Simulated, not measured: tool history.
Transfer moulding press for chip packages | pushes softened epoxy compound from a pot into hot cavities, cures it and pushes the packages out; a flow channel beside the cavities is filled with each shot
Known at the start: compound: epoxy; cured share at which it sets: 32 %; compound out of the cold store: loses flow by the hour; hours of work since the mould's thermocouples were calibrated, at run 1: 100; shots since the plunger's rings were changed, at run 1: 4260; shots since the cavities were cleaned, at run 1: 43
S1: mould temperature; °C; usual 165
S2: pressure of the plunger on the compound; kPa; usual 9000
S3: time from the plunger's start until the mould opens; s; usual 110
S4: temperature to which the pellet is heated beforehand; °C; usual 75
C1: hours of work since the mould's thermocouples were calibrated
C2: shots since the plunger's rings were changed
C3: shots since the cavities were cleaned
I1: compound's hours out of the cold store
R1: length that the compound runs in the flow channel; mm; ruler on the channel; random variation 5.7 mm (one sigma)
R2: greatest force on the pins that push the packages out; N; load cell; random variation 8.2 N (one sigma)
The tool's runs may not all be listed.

run	day	S1	S2	S3	S4	C1	C2	C3	I1	R1	R2
1	0	165	9000	110	75	100	4260	43	40.3	872	342
2	0.217	165	9000	110	75	104	4331	114	24.6	954	348
3	0.45	165	9000	110	75	109	4408	191	14.4	1013	374
4	0.762	165	9000	136	75	114	4511	294	28.6	923	293
5	1.138	172	9000	110	75	121	4635	418	36	864	293
6	1.425	165	9000	118	75	127	4730	513	9.2	1063	338
7	1.65	165	9000	110	75	131	4805	588	23	965	353
8	1.829	165	9000	110	75	134	4863	646	42.2	855	344
9	2.212	159	9000	110	75	141	4989	772	44.9	879	514
# day 2.35: plunger's sealing rings changed
10	2.625	159	9000	110	75	146	90	874	31.5	942	554
# day 2.771: cavities cleaned with cleaning compound and waxed
11	3.046	159	9000	110	75	153	209	91	10.9	1082	567
12	3.371	169	9000	110	75	159	317	199	45	821	303
13	3.6	169	9000	110	75	163	392	274	19.9	968	303
14	3.904	165	9000	110	75	169	492	374	40.1	875	348
15	4.079	165	9000	110	75	172	550	432	21.2	972	365
16	4.271	165	9000	142	68	175	612	494	40.4	856	274
17	4.442	167	9000	142	68	179	670	552	11.8	1020	279
18	4.662	158	9000	142	84	183	743	625	26.2	976	378
19	4.833	165	9000	106	65	186	799	681	34.4	899	378
20	5.088	173	9640	111	77	190	883	765	41.6	853	295
21	5.296	173	9640	111	77	194	951	833	28.1	935	291
# day 5.583: cavities cleaned with cleaning compound and waxed
22	5.583	173	9640	105	80	198	1025	0	14.3	1012	289
23	5.883	173	9640	105	80	204	1125	100	31.6	916	285
24	6.25	165	9000	99	75	210	1246	221	22.3	969	449
25	6.642	167	10850	95	79	218	1375	350	22.4	1062	412
26	6.804	167	7120	103	78	220	1429	404	43	756	347
27	7.162	167	7120	107	82	227	1546	521	17.4	881	343
28	7.521	165	9730	110	75	234	1665	640	36.4	923	347
29	7.75	159	7610	96	84	238	1741	716	38.7	830	686

How the hidden state differs across the entries between the runs, from the last listed run before each to the first after it:
Between runs 9 and 10: plunger's sealing rings changed (day 2.35)
  pressure that reaches the compound, % of what is set: 99.87 -> 99.99; grip of the stained cavities, % over clean ones': 1 -> 1.1
Between runs 10 and 11: cavities cleaned with cleaning compound and waxed (day 2.771)
  grip of the stained cavities, % over clean ones': 1.1 -> 0.3
Between runs 21 and 22: cavities cleaned with cleaning compound and waxed (day 5.583)
  grip of the stained cavities, % over clean ones': 1.1 -> 0

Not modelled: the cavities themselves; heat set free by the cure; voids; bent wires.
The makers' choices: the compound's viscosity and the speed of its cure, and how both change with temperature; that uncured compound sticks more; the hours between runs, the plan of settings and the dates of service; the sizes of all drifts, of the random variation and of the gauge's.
